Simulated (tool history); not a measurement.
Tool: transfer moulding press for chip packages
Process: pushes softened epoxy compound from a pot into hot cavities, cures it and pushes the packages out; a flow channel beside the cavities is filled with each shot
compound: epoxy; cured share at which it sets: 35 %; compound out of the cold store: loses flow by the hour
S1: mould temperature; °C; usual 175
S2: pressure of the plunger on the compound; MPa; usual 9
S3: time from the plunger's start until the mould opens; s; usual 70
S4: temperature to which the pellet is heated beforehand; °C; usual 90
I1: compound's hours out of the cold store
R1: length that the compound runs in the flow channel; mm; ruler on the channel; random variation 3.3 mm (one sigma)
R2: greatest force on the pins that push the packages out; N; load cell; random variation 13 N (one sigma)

run   hour   S1     S2   S3   S4    I1   R1    R2
  1      0  175      9   70   90  14.8  608   626
  2    8.6  175      9   70   90  16.9  603   713
  3   16.3  175      9   70   90  38.8  541   736
  4   25.4  175      9   70   90  24.1  580   891
  5     32  175      9   70   90  35.6  540   885
  6   39.4  175      9   70   98  30.1  562   912
  7   45.1  175      9   70   98  12.8  612  1006
      52.2  -- cavities cleaned with cleaning compound and waxed
  8   52.8  175      9   70   90  11.8  612  1276
  9   60.4  175      9   70   90  34.5  542  1146
 10   66.6  175      9   70   90  25.2  577  1192
 11   75.8  175      9   70   90  22.7  581  1186
 12   82.6  175      9   70   90  29.8  554  1142
 13   91.5  175      9   70   90  41.9  521  1098
      96.2  -- cavities cleaned with cleaning compound and waxed, once more
 14   98.5  175   7.16   70   90  21.8  519   642
 15  103.6  175   7.16   70   90  22.3  515   671
 16  107.7  178      9   70   81  36.1  534   591
 17  114.7  178   8.91   70  100  29.3  545   597
 18  121.3  178   8.91   70  100  12.2  603   666
 19    128  178   8.91   70  100    10  606   730
 20  137.3  171   9.96   70   82  25.6  602  1371
 21  143.2  168   7.14  106   80  41.9  482   627
     148.7  -- cavities cleaned with cleaning compound and waxed
 22  150.2  175  10.43   70   90    46  544   548
 23  156.3  174      9   70   94   8.5  628   754
 24  161.2  174      9   70   94  31.4  544   745
 25  170.6  171      9  103   90  18.6  591   515
 26  174.9  175  10.23   70   88  11.1  653   909
 27  178.7  175   8.62   58   99  15.4  579  1509
 28  183.5  175   8.62   58   84  31.6  534  1477
 29    190  175   8.62   58   84  14.6  588  1688

4 ways to go on from here, each from the tool as it stands after run 29. What would each give?
  A  194.8  175     9  70  93  14.4   ?   ?
  B  194.8  175     9  70  82  47.9   ?   ?
  C  194.8  175  9.06  58  84  21.2   ?   ?
  D  194.8  174  8.62  58  80  21.6   ?   ?

run   R1    R2
  A  595  1012
  B  497   942
  C  581  1689
  D  563  1760
Without the tool's hidden state the same runs would have given:
run   R1    R2
  A  614   607
  B  512   564
  C  599  1008
  D  580  1047
